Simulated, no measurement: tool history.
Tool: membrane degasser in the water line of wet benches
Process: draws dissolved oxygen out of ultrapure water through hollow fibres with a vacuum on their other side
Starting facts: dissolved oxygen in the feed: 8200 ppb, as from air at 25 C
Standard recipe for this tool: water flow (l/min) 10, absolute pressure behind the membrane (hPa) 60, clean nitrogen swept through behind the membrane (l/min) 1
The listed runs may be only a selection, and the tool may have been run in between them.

run    hour  water flow (l/min)  absolute pressure behind the membrane (hPa)  clean nitrogen swept through behind the membrane (l/min)  dissolved oxygen in the water behind the degasser (ppb)  pressure that the water loses in the fibres (hPa)
  1       0                  10                                           60                                                         1                                                    258.8                                              681.3
  2   259.7                  10                                        134.5                                                         1                                                    415.5                                              685.1
  3   400.6                   8                                           60                                                         1                                                      149                                              547.3
  4   623.2                   8                                           60                                                         1                                                    148.9                                              551.4
  5   835.9                   8                                           60                                                         1                                                    150.7                                              548.7
  6   987.7                  10                                         59.3                                                         1                                                    252.4                                              682.4
  7  1244.5                  10                                           60                                                         1                                                    259.7                                              684.7
  8  1499.4                  10                                           60                                                         1                                                    257.3                                              689.3
  9    1647                  10                                           60                                                      1.26                                                    240.5                                              689.1
 10  1827.2                  10                                           60                                                      1.26                                                    250.9                                              687.5
 11  2032.2                  13                                           60                                                         1                                                    466.9                                              896.1
 12  2315.5                  13                                           60                                                         1                                                      469                                              896.9
 13  2558.3                  13                                           60                                                         1                                                    457.2                                              902.2
 14  2717.9                  13                                           60                                                         1                                                    459.1                                              897.1
 15  2883.1                  13                                           60                                                         1                                                      465                                              895.7
 16  3038.3                  13                                           60                                                         1                                                    469.5                                              891.6
 17  3174.8                  13                                           60                                                         1                                                    465.2                                              896.8
 18    3422                  13                                           60                                                       1.3                                                    446.4                                              900.7
 19  3676.2                   7                                           60                                                      1.98                                                     81.4                                              483.4
 20  3837.7                   8                                         85.3                                                      1.98                                                    146.4                                              550.3
 21  4045.7                  12                                         50.4                                                      0.43                                                    430.6                                              830.9
 22  4331.3                  12                                         50.4                                                      1.37                                                    350.4                                              833.1
 23  4505.4                   7                                         56.6                                                       1.8                                                     81.1                                              487.3
 24  4769.6                   7                                         56.6                                                       1.3                                                     89.5                                              490.3
 25  4908.7                   7                                         56.6                                                       1.3                                                       89                                              485.1
 26  5117.7                   7                                         54.4                                                       1.3                                                     86.6                                              484.9
 27  5370.5                   7                                         54.4                                                       1.3                                                     84.4                                              487.2
 28  5540.6                  10                                           60                                                      1.65                                                    233.4                                              693.4
 29  5670.2                   7                                           60                                                      0.48                                                    148.7                                              491.6
 30    5900                  10                                         45.2                                                       1.3                                                    218.2                                                699
 31  6136.8                  10                                         49.6                                                         1                                                    233.5                                                700
 32  6379.6                  16                                        123.5                                                      1.29                                                    843.3                                             1111.7

Missing from the log above: 4 entries noted between runs. For each, name the pair of listed runs it sits between and say how the tool's hidden condition differs from the listed run just before to the listed run just after:
In the gap between runs 4 and 5: seals of the vacuum lines changed (hour 780.1)
  air that leaks in behind the membrane, l/min: 0.0024 -> 0.002; drift of the gauge itself on loss_of_pressure_kpa, %: 0.25 -> 0.34
  the result without the hidden state subtracted from the measured one, pressure that the water loses in the fibres (hPa): +2 -> +2.5
In the gap between runs 6 and 7: vacuum gauge calibrated (hour 1185.9)
  drift of the gauge itself on loss_of_pressure_kpa, %: 0.4 -> 0.51
  the result without the hidden state subtracted from the measured one, pressure that the water loses in the fibres (hPa): +3.6 -> +4.4
In the gap between runs 21 and 22: membrane cartridge changed (hour 4148)
  membrane still open, %: 99.8 -> 100; drift of the gauge itself on loss_of_pressure_kpa, %: 1.65 -> 1.77
  the result without the hidden state subtracted from the measured one, pressure that the water loses in the fibres (hPa): +14.8 -> +14.5
In the gap between runs 30 and 31: vacuum gauge calibrated (hour 5973.4)
  true pressure behind the membrane over the reading, kPa: 0.01 -> 0; drift of the gauge itself on loss_of_pressure_kpa, %: 2.41 -> 2.5
  the result without the hidden state subtracted from the measured one, pressure that the water loses in the fibres (hPa): +16.6 -> +17.3
